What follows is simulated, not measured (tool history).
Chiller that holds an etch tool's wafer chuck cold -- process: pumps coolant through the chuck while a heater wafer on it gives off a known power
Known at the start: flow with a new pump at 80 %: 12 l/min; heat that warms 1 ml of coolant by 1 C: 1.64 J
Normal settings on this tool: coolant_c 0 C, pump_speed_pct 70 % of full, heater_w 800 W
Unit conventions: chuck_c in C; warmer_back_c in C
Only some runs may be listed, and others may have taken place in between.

{"run": 1, "hour": 0.0, "coolant_c": 0, "pump_speed_pct": 70, "heater_w": 800, "chuck_c": 7.1, "warmer_back_c": 2.83}
{"run": 2, "hour": 72.6, "coolant_c": 0, "pump_speed_pct": 82, "heater_w": 800, "chuck_c": 6.3, "warmer_back_c": 2.36}
{"run": 3, "hour": 114.6, "coolant_c": 0, "pump_speed_pct": 82, "heater_w": 800, "chuck_c": 6.1, "warmer_back_c": 2.37}
{"run": 4, "hour": 192.1, "coolant_c": 0, "pump_speed_pct": 82, "heater_w": 800, "chuck_c": 6.1, "warmer_back_c": 2.38}
{"run": 5, "hour": 232.8, "coolant_c": 0, "pump_speed_pct": 82, "heater_w": 800, "chuck_c": 6.1, "warmer_back_c": 2.36}
{"run": 6, "hour": 268.1, "coolant_c": 0, "pump_speed_pct": 82, "heater_w": 800, "chuck_c": 6.1, "warmer_back_c": 2.33}
{"run": 7, "hour": 311.7, "coolant_c": 0, "pump_speed_pct": 82, "heater_w": 800, "chuck_c": 6.2, "warmer_back_c": 2.36}
{"run": 8, "hour": 351.0, "coolant_c": 0, "pump_speed_pct": 70, "heater_w": 800, "chuck_c": 7.3, "warmer_back_c": 2.88}
{"run": 9, "hour": 418.8, "coolant_c": 5, "pump_speed_pct": 70, "heater_w": 800, "chuck_c": 12.1, "warmer_back_c": 2.87}
{"run": 10, "hour": 477.3, "coolant_c": 5, "pump_speed_pct": 70, "heater_w": 800, "chuck_c": 12.1, "warmer_back_c": 2.82}
{"run": 11, "hour": 518.2, "coolant_c": -7, "pump_speed_pct": 66, "heater_w": 700, "chuck_c": -0.3, "warmer_back_c": 2.68}
{"run": 12, "hour": 556.4, "coolant_c": 0, "pump_speed_pct": 85, "heater_w": 833, "chuck_c": 6.1, "warmer_back_c": 2.32}
{"run": 13, "hour": 596.9, "coolant_c": 0, "pump_speed_pct": 85, "heater_w": 833, "chuck_c": 6.1, "warmer_back_c": 2.37}
{"run": 14, "hour": 655.6, "coolant_c": 5, "pump_speed_pct": 70, "heater_w": 684, "chuck_c": 11.2, "warmer_back_c": 2.44}
{"run": 15, "hour": 709.7, "coolant_c": -1, "pump_speed_pct": 82, "heater_w": 415, "chuck_c": 2.1, "warmer_back_c": 1.21}
{"run": 16, "hour": 762.6, "coolant_c": -1, "pump_speed_pct": 82, "heater_w": 415, "chuck_c": 2.2, "warmer_back_c": 1.22}
{"run": 17, "hour": 812.1, "coolant_c": -8, "pump_speed_pct": 90, "heater_w": 800, "chuck_c": -2.4, "warmer_back_c": 2.13}
{"run": 18, "hour": 863.7, "coolant_c": -8, "pump_speed_pct": 84, "heater_w": 684, "chuck_c": -2.8, "warmer_back_c": 1.99}
{"run": 19, "hour": 936.5, "coolant_c": 9, "pump_speed_pct": 92, "heater_w": 603, "chuck_c": 13.1, "warmer_back_c": 1.51}

3 options for the next run, each taken on its own from the tool as it stands now. Forecast them:
{"hour": 986.3, "done": "coolant changed, channels flushed"}
{"run": "A", "hour": 1001.1, "coolant_c": 9, "pump_speed_pct": 98, "heater_w": 546, "chuck_c": "?", "warmer_back_c": "?"}
{"hour": 986.3, "done": "coolant changed, channels flushed"}
{"run": "B", "hour": 1001.1, "coolant_c": 0, "pump_speed_pct": 78, "heater_w": 673, "chuck_c": "?", "warmer_back_c": "?"}
{"hour": 986.3, "done": "coolant changed, channels flushed"}
{"run": "C", "hour": 1001.1, "coolant_c": 2, "pump_speed_pct": 70, "heater_w": 669, "chuck_c": "?", "warmer_back_c": "?"}

run=A chuck_c=12.6 warmer_back_c=1.32
run=B chuck_c=5.3 warmer_back_c=2.11
run=C chuck_c=7.9 warmer_back_c=2.4
The same runs, with their run-to-run variation unchanged, on a tool lacking any hidden condition would have given:
run=A chuck_c=12.6 warmer_back_c=1.32
run=B chuck_c=5.3 warmer_back_c=2.11
run=C chuck_c=7.9 warmer_back_c=2.4
